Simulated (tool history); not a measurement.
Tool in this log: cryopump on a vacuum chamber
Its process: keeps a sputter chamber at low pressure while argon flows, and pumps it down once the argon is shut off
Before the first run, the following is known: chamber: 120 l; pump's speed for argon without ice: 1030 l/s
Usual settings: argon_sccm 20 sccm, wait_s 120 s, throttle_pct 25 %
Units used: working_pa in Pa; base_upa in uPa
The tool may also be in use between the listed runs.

Run 1, day 0.000: usual settings. Result: working_pa 0.1339 Pa, base_upa 2.73 uPa.
Run 2, day 1.571: usual settings. Result: working_pa 0.1346 Pa, base_upa 2.73 uPa.
Run 3, day 2.646: usual settings. Result: working_pa 0.1344 Pa, base_upa 2.73 uPa.
Run 4, day 5.054: usual settings but wait_s 176 s. Result: working_pa 0.1360 Pa, base_upa 2.64 uPa.
Run 5, day 6.800: usual settings but wait_s 176 s. Result: working_pa 0.1354 Pa, base_upa 2.72 uPa.
Run 6, day 8.808: usual settings but wait_s 176 s. Result: working_pa 0.1369 Pa, base_upa 2.71 uPa.
Run 7, day 11.133: usual settings but throttle_pct 53 %. Result: working_pa 0.0669 Pa, base_upa 3.12 uPa.
Run 8, day 12.883: usual settings but throttle_pct 53 %. Result: working_pa 0.0683 Pa, base_upa 3.13 uPa.
Run 9, day 14.650: usual settings but argon_sccm 28 sccm. Result: working_pa 0.1914 Pa, base_upa 3.25 uPa.
Run 10, day 15.800: usual settings. Result: working_pa 0.1378 Pa, base_upa 3.27 uPa.
Run 11, day 16.933: usual settings. Result: working_pa 0.1382 Pa, base_upa 3.44 uPa.
Run 12, day 18.562: usual settings. Result: working_pa 0.1380 Pa, base_upa 3.45 uPa.
Run 13, day 20.538: usual settings. Result: working_pa 0.1389 Pa, base_upa 3.57 uPa.
Run 14, day 22.000: usual settings. Result: working_pa 0.1397 Pa, base_upa 3.53 uPa.
Run 15, day 24.412: usual settings. Result: working_pa 0.1403 Pa, base_upa 3.72 uPa.
At day 24.858: pump warmed up, emptied and cooled again.
Run 16, day 26.454: usual settings but argon_sccm 10 sccm, wait_s 47 s, throttle_pct 22 %. Result: working_pa 0.0748 Pa, base_upa 4.78 uPa.
Run 17, day 27.496: usual settings but argon_sccm 10 sccm, wait_s 85 s, throttle_pct 49 %. Result: working_pa 0.0329 Pa, base_upa 3.57 uPa.
Run 18, day 28.529: usual settings but argon_sccm 10 sccm, wait_s 85 s, throttle_pct 49 %. Result: working_pa 0.0337 Pa, base_upa 3.62 uPa.
Run 19, day 30.954: usual settings but argon_sccm 10 sccm, wait_s 39 s, throttle_pct 19 %. Result: working_pa 0.0861 Pa, base_upa 5.29 uPa.
Run 20, day 32.888: usual settings but argon_sccm 10 sccm, wait_s 137 s. Result: working_pa 0.0668 Pa, base_upa 3.36 uPa.
Run 21, day 35.029: usual settings but argon_sccm 33 sccm, wait_s 27 s, throttle_pct 39 %. Result: working_pa 0.1431 Pa, base_upa 6.80 uPa.
Run 22, day 36.579: usual settings but argon_sccm 33 sccm, wait_s 27 s, throttle_pct 39 %. Result: working_pa 0.1438 Pa, base_upa 6.72 uPa.
Run 23, day 38.146: usual settings but argon_sccm 24 sccm, wait_s 148 s, throttle_pct 44 %. Result: working_pa 0.0926 Pa, base_upa 3.37 uPa.
Run 24, day 40.150: usual settings but argon_sccm 15 sccm, wait_s 148 s, throttle_pct 44 %. Result: working_pa 0.0581 Pa, base_upa 3.54 uPa.
Run 25, day 41.588: usual settings but wait_s 128 s, throttle_pct 59 %. Result: working_pa 0.0591 Pa, base_upa 3.66 uPa.
Run 26, day 43.983: usual settings but argon_sccm 11 sccm, wait_s 115 s, throttle_pct 59 %. Result: working_pa 0.0322 Pa, base_upa 3.85 uPa.
Run 27, day 45.521: usual settings but argon_sccm 9 sccm, wait_s 38 s. Result: working_pa 0.0610 Pa, base_upa 5.87 uPa.
Run 28, day 46.683: usual settings but argon_sccm 9 sccm, wait_s 38 s. Result: working_pa 0.0614 Pa, base_upa 6.15 uPa.
Run 29, day 48.858: usual settings but argon_sccm 37 sccm, wait_s 243 s. Result: working_pa 0.2516 Pa, base_upa 3.59 uPa.
Run 30, day 50.108: usual settings but argon_sccm 37 sccm, wait_s 243 s. Result: working_pa 0.2533 Pa, base_upa 3.64 uPa.

Branching from run 30: 3 alternative next runs. What would each branch give?
Run A, day 51.858: usual settings but argon_sccm 23 sccm, wait_s 83 s, throttle_pct 16 %. Result: working_pa ?, base_upa ?.
Run B, day 51.858: usual settings but argon_sccm 10 sccm, wait_s 76 s. Result: working_pa ?, base_upa ?.
Run C, day 51.858: usual settings but argon_sccm 11 sccm, wait_s 138 s, throttle_pct 18 %. Result: working_pa ?, base_upa ?.

run  working_pa  base_upa
  A      0.2421      4.48
  B      0.0675      4.74
  C      0.1028      4.00
What these runs would have given with no unlogged condition in the tool:
run  working_pa  base_upa
  A      0.2358      1.65
  B      0.0648      1.83
  C      0.0999      1.11
